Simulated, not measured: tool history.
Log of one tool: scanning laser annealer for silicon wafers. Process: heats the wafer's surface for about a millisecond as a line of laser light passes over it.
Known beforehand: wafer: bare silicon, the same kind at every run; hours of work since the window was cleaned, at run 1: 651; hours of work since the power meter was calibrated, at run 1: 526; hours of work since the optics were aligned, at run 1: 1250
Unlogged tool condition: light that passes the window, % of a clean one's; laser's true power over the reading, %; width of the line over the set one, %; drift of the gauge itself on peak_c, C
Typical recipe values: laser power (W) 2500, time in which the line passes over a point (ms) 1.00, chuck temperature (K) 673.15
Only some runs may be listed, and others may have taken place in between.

run,hour,laser power (W),time in which the line passes over a point (ms),chuck temperature (K),hours of work since the window was cleaned,hours of work since the power meter was calibrated,hours of work since the optics were aligned,highest temperature of the surface (K)
1,0.0,2500,1.00,673.15,651,526,1250,1356.15
2,15.2,2500,1.00,636.15,662,536,1261,1319.15
3,31.4,2500,1.00,636.15,673,548,1272,1319.15
4,40.9,2355,1.00,673.15,680,554,1279,1312.15
5,57.5,2500,1.00,673.15,691,566,1290,1353.15
6,67.8,2500,1.00,673.15,699,573,1298,1354.15
7,80.8,2500,1.00,659.15,708,582,1307,1339.15
8,92.3,2500,0.74,659.15,716,590,1315,1252.15
9,105.7,2500,0.74,659.15,725,600,1324,1253.15
10,122.6,2500,1.00,654.15,737,612,1336,1334.15
11,141.0,2500,1.00,654.15,750,624,1349,1333.15
12,154.3,2500,1.00,654.15,759,634,1358,1331.15
13,165.8,2604,1.00,673.15,767,642,1366,1383.15
14,180.2,2500,0.83,673.15,777,652,1376,1297.15
15,194.0,2500,0.83,673.15,787,661,1386,1298.15
16,214.2,2500,0.83,673.15,801,676,1400,1297.15
17,232.1,2588,0.83,673.15,814,688,1413,1318.15
18,241.6,2500,1.00,673.15,820,695,1419,1349.15
19,263.3,2500,1.00,673.15,835,710,1434,1350.15
# hour 276.8: optics aligned, line set to its width
20,284.6,2500,1.00,672.15,847,721,6,1366.15
21,298.4,2525,1.00,673.15,857,731,15,1374.15
22,310.2,2606,1.00,657.15,865,739,23,1380.15
23,327.4,2500,0.88,673.15,877,751,35,1324.15
24,346.1,2500,0.88,673.15,890,764,48,1325.15
25,357.4,2457,0.90,701.15,898,772,56,1345.15
26,373.8,2457,0.90,701.15,909,784,68,1348.15
27,395.0,2747,0.81,706.15,924,799,83,1403.15
28,404.1,2500,1.12,673.15,930,805,89,1398.15
29,420.3,2507,0.73,673.15,942,816,100,1273.15
30,429.9,2392,0.93,660.15,948,823,107,1295.15
31,442.5,2457,0.98,676.15,957,832,116,1344.15
32,460.6,2716,1.22,684.15,970,844,129,1508.15
# hour 468.6: window over the wafer cleaned
33,483.2,2461,1.00,673.15,10,859,143,1372.15
34,504.3,2500,0.73,673.15,25,874,158,1289.15
35,519.0,2174,0.94,673.15,35,884,168,1263.15
36,534.5,2209,0.92,653.15,46,895,179,1249.15
37,556.0,2344,1.14,685.15,61,910,194,1386.15
38,568.5,2190,0.82,673.15,70,918,203,1232.15
39,580.3,2127,1.03,673.15,78,927,211,1275.15
40,592.5,2707,0.90,705.15,87,935,219,1441.15

Describe how what the log doesn't record of the tool's condition differs between the last listed run preceding each entry between runs and the first listed run following it.
Between runs 19 and 20: optics aligned, line set to its width (hour 276.8)
  light that passes the window, % of a clean one's: 97.14 -> 97.1; laser's true power over the reading, %: 0.27 -> 0.28; width of the line over the set one, %: 4.02 -> 0.54
  measured value less the no-hidden-state value, highest temperature of the surface (K): -39.00 -> -24.00
Between runs 32 and 33: window over the wafer cleaned (hour 468.6)
  light that passes the window, % of a clean one's: 96.7 -> 99.85; laser's true power over the reading, %: 0.29 -> 0.3; width of the line over the set one, %: 0.89 -> 0.93
  measured value less the no-hidden-state value, highest temperature of the surface (K): -33.00 -> -3.00
